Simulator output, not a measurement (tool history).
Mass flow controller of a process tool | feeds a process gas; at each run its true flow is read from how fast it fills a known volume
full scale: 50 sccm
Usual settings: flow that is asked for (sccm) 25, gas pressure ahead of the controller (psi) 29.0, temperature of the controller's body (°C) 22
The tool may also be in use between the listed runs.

run    hour  flow that is asked for (sccm)  gas pressure ahead of the controller (psi)  temperature of the controller's body (°C)  true flow (%)
  1     0.0                             25                                        29.0                                         22          98.66
  2   136.2                             25                                        29.0                                         22          98.82
  3   251.3                             25                                        29.0                                         22          98.75
  4   383.3                             25                                        29.0                                         22          98.68
  5   524.0                             25                                        24.4                                         22          98.81
  6   635.2                             25                                        29.0                                         22          98.62
  7   732.3                              6                                        29.0                                         22          96.95
  8   901.0                             12                                        25.8                                         22          97.87
  9  1063.5                             12                                        25.8                                         22          98.06
 10  1289.8                             10                                        26.8                                         33          98.33
 11  1484.7                             11                                        29.0                                         22          97.57

3 ways to go on from here, each from the tool as it stands after run 11. What would each give?
  A  1671.8                             36                                        29.0                                         22              ?
  B  1671.8                             39                                        33.8                                         22              ?
  C  1671.8                             23                                        28.4                                         20              ?

run  true flow (%)
  A          99.03
  B          99.11
  C          98.34
Without the tool's hidden state the same runs would have given:
run  true flow (%)
  A          99.38
  B          99.43
  C          98.89

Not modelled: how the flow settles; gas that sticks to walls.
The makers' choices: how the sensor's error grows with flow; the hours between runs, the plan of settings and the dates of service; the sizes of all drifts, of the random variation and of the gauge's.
